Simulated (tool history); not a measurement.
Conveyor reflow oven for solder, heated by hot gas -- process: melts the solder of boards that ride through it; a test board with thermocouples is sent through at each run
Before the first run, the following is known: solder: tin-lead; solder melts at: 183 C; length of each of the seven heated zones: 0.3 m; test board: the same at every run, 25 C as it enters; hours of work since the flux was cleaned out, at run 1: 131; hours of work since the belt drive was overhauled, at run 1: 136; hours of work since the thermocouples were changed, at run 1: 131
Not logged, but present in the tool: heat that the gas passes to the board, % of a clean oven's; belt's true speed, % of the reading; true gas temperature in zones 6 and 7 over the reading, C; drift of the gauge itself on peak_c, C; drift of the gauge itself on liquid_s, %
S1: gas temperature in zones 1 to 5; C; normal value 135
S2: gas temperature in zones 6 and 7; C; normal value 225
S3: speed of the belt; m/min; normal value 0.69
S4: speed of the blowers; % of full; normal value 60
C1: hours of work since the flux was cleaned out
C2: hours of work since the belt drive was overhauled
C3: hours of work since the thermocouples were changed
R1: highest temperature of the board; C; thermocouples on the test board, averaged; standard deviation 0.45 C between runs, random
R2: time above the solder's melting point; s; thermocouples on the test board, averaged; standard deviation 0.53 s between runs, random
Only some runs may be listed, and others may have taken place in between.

{"run": 1, "hour": 0.0, "S1": 135, "S2": 225, "S3": 0.69, "S4": 60, "C1": 131, "C2": 136, "C3": 131, "R1": 202.8, "R2": 26.6}
{"run": 2, "hour": 7.3, "S1": 135, "S2": 238, "S3": 0.69, "S4": 60, "C1": 134, "C2": 139, "C3": 134, "R1": 212.9, "R2": 35.3}
{"run": 3, "hour": 13.2, "S1": 135, "S2": 226, "S3": 0.69, "S4": 60, "C1": 137, "C2": 142, "C3": 137, "R1": 203.1, "R2": 28.4}
{"run": 4, "hour": 21.8, "S1": 135, "S2": 225, "S3": 0.69, "S4": 60, "C1": 141, "C2": 146, "C3": 141, "R1": 202.4, "R2": 28.1}
{"run": 5, "hour": 31.1, "S1": 135, "S2": 225, "S3": 0.69, "S4": 60, "C1": 145, "C2": 150, "C3": 145, "R1": 203.1, "R2": 27.6}
{"run": 6, "hour": 40.2, "S1": 136, "S2": 225, "S3": 0.69, "S4": 60, "C1": 149, "C2": 154, "C3": 149, "R1": 203.5, "R2": 28.2}
{"run": 7, "hour": 49.0, "S1": 136, "S2": 225, "S3": 0.69, "S4": 60, "C1": 154, "C2": 158, "C3": 154, "R1": 203.6, "R2": 28.4}
{"run": 8, "hour": 55.3, "S1": 136, "S2": 225, "S3": 0.69, "S4": 60, "C1": 156, "C2": 161, "C3": 156, "R1": 203.6, "R2": 28.4}
{"run": 9, "hour": 61.8, "S1": 135, "S2": 225, "S3": 0.69, "S4": 60, "C1": 159, "C2": 164, "C3": 159, "R1": 203, "R2": 27.8}
{"run": 10, "hour": 69.4, "S1": 135, "S2": 225, "S3": 0.69, "S4": 60, "C1": 163, "C2": 168, "C3": 163, "R1": 203.1, "R2": 27.8}
{"hour": 73.9, "done": "belt drive overhauled, speed set with a stopwatch"}
{"run": 11, "hour": 79.4, "S1": 135, "S2": 225, "S3": 0.69, "S4": 65, "C1": 166, "C2": 3, "C3": 166, "R1": 203.9, "R2": 29.3}
{"run": 12, "hour": 83.4, "S1": 135, "S2": 225, "S3": 0.804, "S4": 65, "C1": 168, "C2": 4, "C3": 168, "R1": 198.1, "R2": 19.8}
{"run": 13, "hour": 91.2, "S1": 135, "S2": 222, "S3": 0.69, "S4": 60, "C1": 171, "C2": 8, "C3": 171, "R1": 200.4, "R2": 25.4}
{"run": 14, "hour": 97.0, "S1": 135, "S2": 222, "S3": 0.69, "S4": 60, "C1": 174, "C2": 11, "C3": 174, "R1": 199.8, "R2": 25.8}
{"run": 15, "hour": 103.8, "S1": 135, "S2": 222, "S3": 0.69, "S4": 88, "C1": 177, "C2": 14, "C3": 177, "R1": 205.7, "R2": 32.2}
{"run": 16, "hour": 109.0, "S1": 135, "S2": 226, "S3": 0.69, "S4": 89, "C1": 179, "C2": 16, "C3": 179, "R1": 209.9, "R2": 34.4}
{"run": 17, "hour": 115.1, "S1": 123, "S2": 218, "S3": 0.69, "S4": 83, "C1": 182, "C2": 19, "C3": 182, "R1": 199, "R2": 24.1}
{"run": 18, "hour": 122.1, "S1": 135, "S2": 228, "S3": 0.69, "S4": 60, "C1": 185, "C2": 22, "C3": 185, "R1": 206.2, "R2": 29.1}
{"hour": 132.5, "done": "belt drive overhauled, speed set with a stopwatch, once more"}
{"run": 19, "hour": 132.7, "S1": 135, "S2": 225, "S3": 0.562, "S4": 60, "C1": 188, "C2": 0, "C3": 188, "R1": 209, "R2": 41.7}
{"run": 20, "hour": 141.2, "S1": 139, "S2": 231, "S3": 0.584, "S4": 70, "C1": 192, "C2": 4, "C3": 192, "R1": 216.3, "R2": 46.3}
{"run": 21, "hour": 149.0, "S1": 133, "S2": 233, "S3": 0.713, "S4": 87, "C1": 196, "C2": 8, "C3": 196, "R1": 212.7, "R2": 34.5}
{"run": 22, "hour": 155.8, "S1": 133, "S2": 233, "S3": 0.713, "S4": 87, "C1": 199, "C2": 11, "C3": 199, "R1": 213.9, "R2": 34.3}
{"run": 23, "hour": 163.2, "S1": 133, "S2": 233, "S3": 0.713, "S4": 87, "C1": 202, "C2": 14, "C3": 202, "R1": 213.5, "R2": 34.6}
{"run": 24, "hour": 171.7, "S1": 133, "S2": 233, "S3": 0.713, "S4": 87, "C1": 206, "C2": 18, "C3": 206, "R1": 213.8, "R2": 35}
{"run": 25, "hour": 175.9, "S1": 133, "S2": 233, "S3": 0.77, "S4": 61, "C1": 208, "C2": 20, "C3": 208, "R1": 204.9, "R2": 24.8}
{"run": 26, "hour": 180.5, "S1": 133, "S2": 225, "S3": 0.622, "S4": 60, "C1": 210, "C2": 22, "C3": 210, "R1": 204.9, "R2": 33.6}
{"run": 27, "hour": 187.2, "S1": 133, "S2": 225, "S3": 0.622, "S4": 60, "C1": 214, "C2": 25, "C3": 214, "R1": 205, "R2": 33.5}
{"run": 28, "hour": 191.8, "S1": 133, "S2": 235, "S3": 0.622, "S4": 60, "C1": 216, "C2": 27, "C3": 216, "R1": 212.9, "R2": 39.2}
{"run": 29, "hour": 198.6, "S1": 133, "S2": 217, "S3": 0.594, "S4": 60, "C1": 219, "C2": 30, "C3": 219, "R1": 200.1, "R2": 30.5}
{"run": 30, "hour": 204.4, "S1": 144, "S2": 217, "S3": 0.748, "S4": 60, "C1": 221, "C2": 33, "C3": 221, "R1": 195.6, "R2": 21.1}

A few steps of R1 between consecutive runs. Split each: what settings, incoming material and random variation would produce without the hidden state, and what is left over for the hidden state, along with gauge scatter present in only one of the two compared results (measured, and without hidden state):
Run 1 -> 2: S2 225 -> 238. R1 +10.1 C: hidden state -0.1, all else +10.2.
Run 16 -> 17: S1 135 -> 123, S2 226 -> 218, S4 89 -> 83. R1 -10.9 C: hidden state -0.1, all else -10.8.
Run 17 -> 18: S1 123 -> 135, S2 218 -> 228, S4 83 -> 60. R1 +7.2 C: hidden state +0.2, all else +7.
Run 20 -> 21: S1 139 -> 133, S2 231 -> 233, S3 0.584 -> 0.713, S4 70 -> 87. R1 -3.6 C: hidden state -0.4, all else -3.2.
Run 25 -> 26: S2 233 -> 225, S3 0.77 -> 0.622, S4 61 -> 60. R1 +0 C: hidden state +0.2, all else -0.2.
Run 28 -> 29: S2 235 -> 217, S3 0.622 -> 0.594. R1 -12.8 C: hidden state +0.2, all else -13.

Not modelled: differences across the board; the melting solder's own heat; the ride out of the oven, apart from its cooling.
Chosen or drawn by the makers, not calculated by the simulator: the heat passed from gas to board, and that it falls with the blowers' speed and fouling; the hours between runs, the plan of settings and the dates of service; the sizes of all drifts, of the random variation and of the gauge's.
